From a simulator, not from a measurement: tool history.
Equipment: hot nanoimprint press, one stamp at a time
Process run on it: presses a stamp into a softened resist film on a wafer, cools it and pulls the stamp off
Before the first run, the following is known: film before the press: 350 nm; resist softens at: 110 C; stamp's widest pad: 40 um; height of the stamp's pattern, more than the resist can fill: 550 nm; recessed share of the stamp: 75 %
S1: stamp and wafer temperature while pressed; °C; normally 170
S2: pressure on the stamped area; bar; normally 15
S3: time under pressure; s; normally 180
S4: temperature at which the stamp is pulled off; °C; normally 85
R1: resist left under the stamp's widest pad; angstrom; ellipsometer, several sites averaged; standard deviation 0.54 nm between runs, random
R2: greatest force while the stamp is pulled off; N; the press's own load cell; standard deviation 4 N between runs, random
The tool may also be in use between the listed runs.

| run | day | S1 | S2 | S3 | S4 | R1 | R2 |
|---|---|---|---|---|---|---|---|
| 1 | 0 | 170 | 15 | 180 | 85 | 1445 | 218 |
| 2 | 0.325 | 170 | 15 | 180 | 74 | 1436 | 260 |
| 3 | 0.679 | 169 | 15 | 180 | 85 | 1519 | 230 |
| 4 | 1.129 | 169 | 15 | 180 | 85 | 1499 | 223 |
| 5 | 1.321 | 169 | 15 | 180 | 85 | 1515 | 235 |
| 6 | 1.683 | 169 | 15 | 180 | 85 | 1513 | 235 |
| 7 | 2.029 | 169 | 15 | 180 | 85 | 1516 | 237 |
| 8 | 2.25 | 170 | 13.8 | 180 | 85 | 1507 | 229 |
| 9 | 2.575 | 171 | 15 | 180 | 85 | 1402 | 231 |
| 10 | 2.875 | 171 | 15 | 180 | 85 | 1386 | 233 |
| 11 | 3.171 | 170 | 15 | 180 | 78 | 1451 | 266 |
| 12 | 3.608 | 170 | 15 | 180 | 78 | 1455 | 258 |
| 13 | 4.025 | 170 | 15 | 180 | 78 | 1457 | 264 |
| 14 | 4.396 | 170 | 15 | 180 | 85 | 1456 | 236 |
| 15 | 4.662 | 170 | 15 | 180 | 85 | 1458 | 235 |
|  | 4.825 | plate thermocouple calibrated |
| 16 | 5.246 | 159 | 15 | 105 | 76 | 2589 | 276 |
| 17 | 5.471 | 170 | 15 | 180 | 86 | 1484 | 242 |
|  | 5.862 | plate thermocouple calibrated, once more |
| 18 | 6.038 | 170 | 22 | 180 | 86 | 1212 | 238 |
| 19 | 6.492 | 170 | 22.1 | 292 | 85 | 968 | 243 |
| 20 | 6.738 | 170 | 21.6 | 244 | 72 | 1064 | 296 |
| 21 | 7.217 | 170 | 21.6 | 244 | 72 | 1066 | 286 |
| 22 | 7.462 | 170 | 21.6 | 311 | 90 | 964 | 224 |
| 23 | 7.733 | 166 | 23.1 | 311 | 90 | 1127 | 232 |
| 24 | 8.208 | 159 | 23.1 | 311 | 90 | 1556 | 229 |
| 25 | 8.488 | 170 | 12.8 | 180 | 74 | 1541 | 285 |
| 26 | 8.9 | 172 | 9.9 | 180 | 90 | 1598 | 226 |
| 27 | 9.175 | 159 | 13.3 | 134 | 86 | 2473 | 247 |
| 28 | 9.408 | 170 | 15 | 125 | 91 | 1664 | 217 |
| 29 | 9.879 | 170 | 11.8 | 309 | 91 | 1276 | 226 |

Below are 3 alternative next runs, each starting from the tool's condition after run 29. Predict each:
| A | 10.179 | 181 | 11.8 | 93 | 91 | ? | ? |
| B | 10.179 | 170 | 11.8 | 248 | 91 | ? | ? |
| C | 10.179 | 170 | 22.8 | 115 | 91 | ? | ? |

| run | R1 | R2 |
|---|---|---|
| A | 1380 | 224 |
| B | 1402 | 232 |
| C | 1432 | 228 |
Without the tool's unlogged condition, the same runs would have read:
| run | R1 | R2 |
|---|---|---|
| A | 1357 | 177 |
| B | 1376 | 183 |
| C | 1399 | 180 |
